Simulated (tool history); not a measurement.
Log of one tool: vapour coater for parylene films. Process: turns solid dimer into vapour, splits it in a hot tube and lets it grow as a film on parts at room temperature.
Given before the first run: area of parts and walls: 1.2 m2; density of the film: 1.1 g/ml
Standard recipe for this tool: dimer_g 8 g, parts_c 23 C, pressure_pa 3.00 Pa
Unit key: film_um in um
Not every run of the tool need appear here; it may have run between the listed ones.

{"run": 1, "day": 0.0, "dimer_g": 8, "parts_c": 23, "pressure_pa": 3.0, "film_um": 2.97}
{"run": 2, "day": 1.508, "dimer_g": 8, "parts_c": 23, "pressure_pa": 3.0, "film_um": 2.98}
{"run": 3, "day": 3.442, "dimer_g": 8, "parts_c": 23, "pressure_pa": 3.0, "film_um": 2.95}
{"run": 4, "day": 5.321, "dimer_g": 8, "parts_c": 23, "pressure_pa": 3.0, "film_um": 2.91}
{"run": 5, "day": 7.217, "dimer_g": 8, "parts_c": 23, "pressure_pa": 3.0, "film_um": 2.86}
{"run": 6, "day": 8.025, "dimer_g": 8, "parts_c": 23, "pressure_pa": 3.0, "film_um": 2.83}
{"day": 8.688, "done": "trap's valve overhauled"}
{"run": 7, "day": 9.125, "dimer_g": 8, "parts_c": 23, "pressure_pa": 3.0, "film_um": 2.59}
{"run": 8, "day": 10.225, "dimer_g": 8, "parts_c": 23, "pressure_pa": 3.0, "film_um": 2.57}
{"run": 9, "day": 11.267, "dimer_g": 8, "parts_c": 23, "pressure_pa": 9.3, "film_um": 2.16}
{"day": 12.212, "done": "trap's valve overhauled, once more"}
{"run": 10, "day": 12.354, "dimer_g": 8, "parts_c": 23, "pressure_pa": 9.3, "film_um": 2.77}
{"run": 11, "day": 13.758, "dimer_g": 8, "parts_c": 18, "pressure_pa": 3.0, "film_um": 3.92}
{"run": 12, "day": 15.208, "dimer_g": 8, "parts_c": 18, "pressure_pa": 3.0, "film_um": 3.88}
{"run": 13, "day": 16.671, "dimer_g": 8, "parts_c": 18, "pressure_pa": 3.0, "film_um": 3.81}
{"run": 14, "day": 18.6, "dimer_g": 8, "parts_c": 18, "pressure_pa": 3.0, "film_um": 3.86}
{"run": 15, "day": 20.529, "dimer_g": 8, "parts_c": 23, "pressure_pa": 2.52, "film_um": 3.13}
{"run": 16, "day": 21.529, "dimer_g": 12, "parts_c": 23, "pressure_pa": 3.0, "film_um": 4.68}
{"run": 17, "day": 22.642, "dimer_g": 12, "parts_c": 23, "pressure_pa": 3.0, "film_um": 4.57}
{"run": 18, "day": 24.504, "dimer_g": 8, "parts_c": 23, "pressure_pa": 3.0, "film_um": 3.03}
{"run": 19, "day": 26.417, "dimer_g": 8, "parts_c": 23, "pressure_pa": 3.0, "film_um": 2.95}
{"run": 20, "day": 27.683, "dimer_g": 8, "parts_c": 23, "pressure_pa": 2.77, "film_um": 2.94}
{"run": 21, "day": 29.296, "dimer_g": 5, "parts_c": 25, "pressure_pa": 2.37, "film_um": 1.67}
{"run": 22, "day": 31.05, "dimer_g": 9, "parts_c": 30, "pressure_pa": 6.76, "film_um": 2.15}
{"run": 23, "day": 32.062, "dimer_g": 7, "parts_c": 26, "pressure_pa": 9.12, "film_um": 1.87}
{"run": 24, "day": 33.921, "dimer_g": 7, "parts_c": 26, "pressure_pa": 9.12, "film_um": 1.88}
{"day": 35.229, "done": "trap's valve overhauled"}
{"run": 25, "day": 35.446, "dimer_g": 4, "parts_c": 23, "pressure_pa": 3.0, "film_um": 1.62}
{"day": 35.704, "done": "table's thermometer calibrated"}
{"run": 26, "day": 37.275, "dimer_g": 9, "parts_c": 21, "pressure_pa": 3.68, "film_um": 4.03}
{"run": 27, "day": 39.129, "dimer_g": 5, "parts_c": 29, "pressure_pa": 2.57, "film_um": 1.63}
{"run": 28, "day": 40.033, "dimer_g": 6, "parts_c": 25, "pressure_pa": 4.74, "film_um": 2.11}
{"run": 29, "day": 41.433, "dimer_g": 8, "parts_c": 29, "pressure_pa": 4.89, "film_um": 2.38}
{"run": 30, "day": 42.562, "dimer_g": 8, "parts_c": 29, "pressure_pa": 4.89, "film_um": 2.38}
{"run": 31, "day": 43.492, "dimer_g": 8, "parts_c": 29, "pressure_pa": 4.89, "film_um": 2.35}
{"run": 32, "day": 44.908, "dimer_g": 8, "parts_c": 34, "pressure_pa": 3.42, "film_um": 1.96}
{"run": 33, "day": 46.071, "dimer_g": 4, "parts_c": 23, "pressure_pa": 6.98, "film_um": 1.42}
{"run": 34, "day": 47.933, "dimer_g": 8, "parts_c": 23, "pressure_pa": 2.76, "film_um": 3.12}
{"run": 35, "day": 49.792, "dimer_g": 8, "parts_c": 28, "pressure_pa": 4.59, "film_um": 2.35}
{"run": 36, "day": 51.012, "dimer_g": 8, "parts_c": 28, "pressure_pa": 4.59, "film_um": 2.34}
{"run": 37, "day": 52.362, "dimer_g": 8, "parts_c": 28, "pressure_pa": 4.59, "film_um": 2.34}
{"run": 38, "day": 53.825, "dimer_g": 8, "parts_c": 23, "pressure_pa": 10.01, "film_um": 2.57}
{"run": 39, "day": 55.392, "dimer_g": 9, "parts_c": 23, "pressure_pa": 10.01, "film_um": 2.81}
{"run": 40, "day": 56.45, "dimer_g": 10, "parts_c": 23, "pressure_pa": 6.92, "film_um": 3.23}

Consider 4 possible next runs. They are alternatives, not a sequence: every one starts from the tool as it was left by run 40. What does each give?
{"run": "A", "day": 58.067, "dimer_g": 12, "parts_c": 23, "pressure_pa": 2.63, "film_um": "?"}
{"run": "B", "day": 58.067, "dimer_g": 8, "parts_c": 23, "pressure_pa": 9.19, "film_um": "?"}
{"run": "C", "day": 58.067, "dimer_g": 6, "parts_c": 23, "pressure_pa": 3.0, "film_um": "?"}
{"run": "D", "day": 58.067, "dimer_g": 10, "parts_c": 16, "pressure_pa": 8.08, "film_um": "?"}

run=A film_um=4.32
run=B film_um=2.40
run=C film_um=2.14
run=D film_um=4.25
What these runs would have given with no unlogged condition in the tool:
run=A film_um=5.13
run=B film_um=2.86
run=C film_um=2.54
run=D film_um=5.04
